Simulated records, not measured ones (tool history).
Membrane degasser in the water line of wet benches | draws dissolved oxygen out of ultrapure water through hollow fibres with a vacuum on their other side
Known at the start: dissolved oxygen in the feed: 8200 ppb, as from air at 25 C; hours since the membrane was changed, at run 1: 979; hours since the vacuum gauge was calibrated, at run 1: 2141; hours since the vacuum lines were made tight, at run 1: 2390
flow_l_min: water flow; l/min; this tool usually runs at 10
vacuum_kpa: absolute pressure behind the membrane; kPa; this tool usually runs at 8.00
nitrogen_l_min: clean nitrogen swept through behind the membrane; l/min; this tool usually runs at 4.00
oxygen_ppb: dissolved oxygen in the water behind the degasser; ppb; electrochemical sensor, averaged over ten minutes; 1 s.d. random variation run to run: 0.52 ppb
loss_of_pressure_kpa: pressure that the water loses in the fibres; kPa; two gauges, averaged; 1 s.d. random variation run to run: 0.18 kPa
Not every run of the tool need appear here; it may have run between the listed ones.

run,hour,flow_l_min,vacuum_kpa,nitrogen_l_min,hours since the membrane was changed,hours since the vacuum gauge was calibrated,hours since the vacuum lines were made tight,oxygen_ppb,loss_of_pressure_kpa
1,0.0,10,8.00,4.00,979,2141,2390,41.8,34.74
2,27.6,12,8.00,4.00,1006,2169,2418,54.0,41.61
3,48.1,12,8.00,4.00,1027,2189,2438,53.9,41.62
4,78.2,12,8.00,4.00,1057,2219,2468,53.8,41.57
5,108.7,12,8.00,4.00,1087,2250,2499,53.4,41.68
6,153.4,12,8.00,4.00,1132,2294,2543,54.4,41.68
7,199.9,10,8.00,4.00,1179,2341,2590,41.7,34.56
8,235.7,10,8.00,4.00,1214,2377,2626,42.5,34.95
9,256.3,10,8.00,9.44,1235,2397,2646,25.5,34.94
10,288.5,10,9.44,9.44,1267,2429,2679,28.9,35.06
11,316.3,10,9.44,9.44,1295,2457,2706,29.7,34.93
12,345.8,10,8.00,4.00,1324,2487,2736,42.4,34.87
13,388.2,10,8.00,4.00,1367,2529,2778,42.3,34.96
14,432.3,10,8.00,4.00,1411,2573,2822,42.3,35.00
15,456.1,10,8.00,2.81,1435,2597,2846,54.8,35.06
16,492.8,10,8.00,4.00,1471,2634,2883,42.6,35.07
17,532.9,11,6.25,2.59,1512,2674,2923,46.5,38.87
18,565.0,14,8.02,6.87,1544,2706,2955,49.3,49.06
19,588.9,14,8.02,6.87,1568,2730,2979,49.7,49.06
20,610.1,14,8.02,6.87,1589,2751,3000,49.8,48.96
21,646.3,7,8.00,4.00,1625,2787,3036,26.8,24.49
22,665.5,15,9.02,4.00,1644,2806,3056,83.8,53.23
23,707.3,7,17.51,1.85,1686,2848,3097,135.1,24.56
24,739.0,9,7.14,1.93,1718,2880,3129,55.3,31.67
25,770.8,14,14.57,3.24,1749,2912,3161,141.0,49.61
26,795.3,10,6.10,2.27,1774,2936,3185,44.0,35.31
27,832.2,10,7.86,8.33,1811,2973,3222,26.4,35.38
28,866.3,6,13.33,8.33,1845,3007,3256,22.1,21.41
29,904.4,6,13.33,8.33,1883,3045,3294,22.3,21.39
30,926.2,6,14.00,6.28,1905,3067,3316,29.7,21.34
31,961.6,6,14.00,6.28,1940,3103,3352,29.3,21.35

Each row is a separate what-if for the run after 31, all from the same tool condition, not one after another. Results?
A,999.3,7,13.79,6.28,1978,3140,3389,?,?
B,999.3,9,5.14,4.52,1978,3140,3389,?,?
C,999.3,15,8.34,5.45,1978,3140,3389,?,?
D,999.3,10,16.82,4.00,1978,3140,3389,?,?

run,oxygen_ppb,loss_of_pressure_kpa
A,36.0,24.81
B,19.6,32.05
C,62.8,53.67
D,93.4,35.44
With the hidden condition removed and each run's random variation left untouched, the same runs would have given:
run,oxygen_ppb,loss_of_pressure_kpa
A,36.0,24.18
B,19.6,31.24
C,62.8,52.31
D,93.3,34.54
